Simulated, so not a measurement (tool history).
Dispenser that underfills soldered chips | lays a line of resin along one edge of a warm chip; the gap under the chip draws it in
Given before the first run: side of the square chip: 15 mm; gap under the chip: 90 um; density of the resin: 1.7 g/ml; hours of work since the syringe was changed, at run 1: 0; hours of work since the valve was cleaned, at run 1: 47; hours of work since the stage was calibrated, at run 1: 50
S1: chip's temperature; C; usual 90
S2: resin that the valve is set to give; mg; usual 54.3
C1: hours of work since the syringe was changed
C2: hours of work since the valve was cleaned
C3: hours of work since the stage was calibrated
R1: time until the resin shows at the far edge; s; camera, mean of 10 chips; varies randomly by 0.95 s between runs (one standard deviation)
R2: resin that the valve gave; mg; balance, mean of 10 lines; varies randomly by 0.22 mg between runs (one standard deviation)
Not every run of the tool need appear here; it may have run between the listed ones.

run 1 hour=0 | S1=90 S2=54.3 | C1=0 C2=47 C3=50 | R1=92.8 R2=52.66
run 2 hour=5.3 | S1=90 S2=53 | C1=4 C2=50 C3=53 | R1=108.3 R2=51.43
run 3 hour=9.6 | S1=88 S2=53 | C1=7 C2=53 C3=56 | R1=130.8 R2=51.22
-- hour=12.2 new syringe of resin
run 4 hour=16 | S1=88 S2=53 | C1=3 C2=58 C3=61 | R1=109.1 R2=50.47
run 5 hour=22.4 | S1=88 S2=53 | C1=7 C2=62 C3=65 | R1=130.6 R2=50.45
-- hour=24.2 new syringe of resin
run 6 hour=30.2 | S1=88 S2=53 | C1=4 C2=67 C3=70 | R1=115.4 R2=50.32
run 7 hour=33.9 | S1=88 S2=53 | C1=7 C2=70 C3=73 | R1=129.9 R2=50.11
-- hour=36.6 new syringe of resin
run 8 hour=39.6 | S1=88 S2=53 | C1=2 C2=73 C3=76 | R1=105.3 R2=50
-- hour=44.8 dispensing valve cleaned and set on the balance
run 9 hour=46 | S1=90 S2=54.3 | C1=6 C2=1 C3=80 | R1=114.5 R2=53.93
-- hour=50 new syringe of resin
run 10 hour=51.4 | S1=101 S2=54.3 | C1=1 C2=4 C3=84 | R1=65.6 R2=53.91
run 11 hour=57 | S1=101 S2=54.3 | C1=5 C2=8 C3=87 | R1=77.1 R2=53.59
run 12 hour=61.3 | S1=90 S2=54.3 | C1=8 C2=11 C3=90 | R1=124.6 R2=53.98
-- hour=62.1 new syringe of resin
run 13 hour=65.7 | S1=90 S2=51.9 | C1=2 C2=14 C3=93 | R1=98.5 R2=51.25
run 14 hour=72 | S1=92 S2=54.3 | C1=7 C2=18 C3=98 | R1=110.1 R2=53.66
-- hour=74.3 new syringe of resin
run 15 hour=76.7 | S1=92 S2=54.3 | C1=2 C2=21 C3=101 | R1=90.5 R2=53.38
run 16 hour=81.8 | S1=90 S2=67.8 | C1=5 C2=25 C3=104 | R1=110.4 R2=66.55
-- hour=86.5 new syringe of resin
run 17 hour=88.4 | S1=90 S2=67.5 | C1=1 C2=29 C3=108 | R1=92.9 R2=65.79
run 18 hour=91.9 | S1=90 S2=54.3 | C1=4 C2=32 C3=111 | R1=105.2 R2=52.98
-- hour=98.7 new syringe of resin
run 19 hour=98.7 | S1=75 S2=61.2 | C1=0 C2=36 C3=115 | R1=146 R2=59.67
run 20 hour=106.3 | S1=87 S2=53 | C1=5 C2=41 C3=121 | R1=125.2 R2=51.1
-- hour=110.9 new syringe of resin
run 21 hour=113.9 | S1=86 S2=50.3 | C1=2 C2=46 C3=126 | R1=113.3 R2=48.33
run 22 hour=121.2 | S1=90 S2=57.9 | C1=7 C2=51 C3=131 | R1=121.3 R2=55.4
-- hour=123.1 new syringe of resin
run 23 hour=125.5 | S1=76 S2=55.6 | C1=2 C2=54 C3=133 | R1=153.8 R2=53.56
run 24 hour=128.5 | S1=78 S2=52.2 | C1=4 C2=56 C3=135 | R1=158.2 R2=49.97
run 25 hour=133.2 | S1=78 S2=52.2 | C1=7 C2=59 C3=139 | R1=180.7 R2=49.74
-- hour=135.3 new syringe of resin
run 26 hour=137.5 | S1=90 S2=62.5 | C1=2 C2=62 C3=141 | R1=95.6 R2=59.47
run 27 hour=141.5 | S1=90 S2=62.5 | C1=4 C2=65 C3=144 | R1=106.2 R2=59.57
-- hour=147.6 new syringe of resin
run 28 hour=148.2 | S1=90 S2=62.5 | C1=0 C2=69 C3=149 | R1=88.5 R2=58.82
run 29 hour=152.7 | S1=90 S2=70.3 | C1=4 C2=72 C3=152 | R1=99.6 R2=66.05
run 30 hour=157.6 | S1=84 S2=54.1 | C1=7 C2=76 C3=155 | R1=143.3 R2=51.11
-- hour=159.1 dispensing valve cleaned and set on the balance
-- hour=160.9 new syringe of resin
run 31 hour=166 | S1=84 S2=54.1 | C1=3 C2=5 C3=160 | R1=123.3 R2=53.88
run 32 hour=172 | S1=88 S2=48.7 | C1=8 C2=9 C3=164 | R1=132.5 R2=48.44
-- hour=173.4 new syringe of resin
run 33 hour=175.9 | S1=82 S2=48 | C1=2 C2=11 C3=167 | R1=128.6 R2=47.68
run 34 hour=183.5 | S1=100 S2=53.6 | C1=7 C2=16 C3=172 | R1=87.7 R2=52.72
-- hour=186.1 new syringe of resin
run 35 hour=189 | S1=100 S2=53.6 | C1=2 C2=20 C3=175 | R1=72.3 R2=52.61
run 36 hour=195.5 | S1=100 S2=53.6 | C1=7 C2=24 C3=180 | R1=86.6 R2=52.57

The logged runs with the hidden state left out (each run's random variation unchanged):
What the log doesn't record here: resin's viscosity, % of fresh resin's; dose that the valve gives, % of what is set; true chip temperature over the reading, C; drift of the gauge itself on fill_s, %; drift of the gauge itself on given_mg, %.
run=1 R1=90.7 R2=54.45
run=2 R1=90.5 R2=53.31
run=3 R1=95.9 R2=53.23
run=4 R1=97.5 R2=52.63
run=5 R1=96.6 R2=52.8
run=6 R1=96.2 R2=52.88
run=7 R1=97 R2=52.76
run=8 R1=96.4 R2=52.8
run=9 R1=89.7 R2=54.01
run=10 R1=63.4 R2=54.14
run=11 R1=62.8 R2=53.96
run=12 R1=89.3 R2=54.46
run=13 R1=90.1 R2=51.81
run=14 R1=83.3 R2=54.43
run=15 R1=83.8 R2=54.27
run=16 R1=88 R2=67.85
run=17 R1=88.8 R2=67.29
run=18 R1=90.4 R2=54.29
run=19 R1=147.5 R2=61.35
run=20 R1=100.5 R2=52.76
run=21 R1=104.2 R2=50.08
run=22 R1=90 R2=57.63
run=23 R1=145.3 R2=55.84
run=24 R1=136.1 R2=52.18
run=25 R1=135 R2=52.06
run=26 R1=90 R2=62.37
run=27 R1=88.7 R2=62.59
run=28 R1=90.4 R2=62
run=29 R1=89 R2=69.81
run=30 R1=109.9 R2=54.16
run=31 R1=109.4 R2=54.05
run=32 R1=97.9 R2=48.73
run=33 R1=121.1 R2=48.05
run=34 R1=65.9 R2=53.34
run=35 R1=66.8 R2=53.37
run=36 R1=65.8 R2=53.5

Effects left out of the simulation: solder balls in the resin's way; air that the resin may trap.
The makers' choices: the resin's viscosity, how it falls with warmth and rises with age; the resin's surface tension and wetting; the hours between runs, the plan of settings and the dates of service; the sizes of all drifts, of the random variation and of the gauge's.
